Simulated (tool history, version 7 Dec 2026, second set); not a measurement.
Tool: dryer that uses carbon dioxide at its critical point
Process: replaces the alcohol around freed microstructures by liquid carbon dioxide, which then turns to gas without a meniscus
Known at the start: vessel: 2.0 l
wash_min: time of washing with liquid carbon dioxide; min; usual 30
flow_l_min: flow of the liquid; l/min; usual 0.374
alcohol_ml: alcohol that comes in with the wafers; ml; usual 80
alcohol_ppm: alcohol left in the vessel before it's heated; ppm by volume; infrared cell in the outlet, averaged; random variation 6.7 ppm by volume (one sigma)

{"run": 1, "day": 0.0, "wash_min": 30, "flow_l_min": 0.374, "alcohol_ml": 80, "alcohol_ppm": 648}
{"run": 2, "day": 0.958, "wash_min": 30, "flow_l_min": 0.374, "alcohol_ml": 80, "alcohol_ppm": 717}
{"day": 1.533, "done": "inlet filter changed"}
{"run": 3, "day": 2.0, "wash_min": 45, "flow_l_min": 0.374, "alcohol_ml": 80, "alcohol_ppm": 144}
{"run": 4, "day": 3.058, "wash_min": 25, "flow_l_min": 0.374, "alcohol_ml": 80, "alcohol_ppm": 890}
{"run": 5, "day": 4.783, "wash_min": 30, "flow_l_min": 0.374, "alcohol_ml": 80, "alcohol_ppm": 530}
{"run": 6, "day": 6.604, "wash_min": 23, "flow_l_min": 0.374, "alcohol_ml": 80, "alcohol_ppm": 1423}
{"run": 7, "day": 8.504, "wash_min": 23, "flow_l_min": 0.374, "alcohol_ml": 80, "alcohol_ppm": 1647}
{"run": 8, "day": 9.354, "wash_min": 27, "flow_l_min": 0.228, "alcohol_ml": 84, "alcohol_ppm": 3938}
{"run": 9, "day": 10.254, "wash_min": 30, "flow_l_min": 0.374, "alcohol_ml": 51, "alcohol_ppm": 554}
{"day": 10.9, "done": "inlet filter changed"}
{"run": 10, "day": 12.146, "wash_min": 30, "flow_l_min": 0.374, "alcohol_ml": 51, "alcohol_ppm": 379}
{"day": 13.421, "done": "purifier's bed changed"}
{"run": 11, "day": 14.162, "wash_min": 39, "flow_l_min": 0.36, "alcohol_ml": 105, "alcohol_ppm": 161}
{"run": 12, "day": 15.062, "wash_min": 27, "flow_l_min": 0.391, "alcohol_ml": 25, "alcohol_ppm": 176}
{"run": 13, "day": 16.629, "wash_min": 19, "flow_l_min": 0.575, "alcohol_ml": 23, "alcohol_ppm": 192}
{"run": 14, "day": 18.142, "wash_min": 20, "flow_l_min": 0.374, "alcohol_ml": 31, "alcohol_ppm": 863}

5 ways to go on from here, each from the tool as it stands after run 14. What would each give?
{"run": "A", "day": 19.846, "wash_min": 37, "flow_l_min": 0.255, "alcohol_ml": 95, "alcohol_ppm": "?"}
{"run": "B", "day": 19.846, "wash_min": 30, "flow_l_min": 0.263, "alcohol_ml": 57, "alcohol_ppm": "?"}
{"run": "C", "day": 19.846, "wash_min": 26, "flow_l_min": 0.236, "alcohol_ml": 27, "alcohol_ppm": "?"}
{"run": "D", "day": 19.846, "wash_min": 41, "flow_l_min": 0.374, "alcohol_ml": 31, "alcohol_ppm": "?"}
{"run": "E", "day": 19.846, "wash_min": 33, "flow_l_min": 0.389, "alcohol_ml": 27, "alcohol_ppm": "?"}

run=A alcohol_ppm=1326
run=B alcohol_ppm=1424
run=C alcohol_ppm=1329
run=D alcohol_ppm=86
run=E alcohol_ppm=155
Without the tool's hidden state the same runs would have given:
run=A alcohol_ppm=698
run=B alcohol_ppm=833
run=C alcohol_ppm=867
run=D alcohol_ppm=22
run=E alcohol_ppm=59
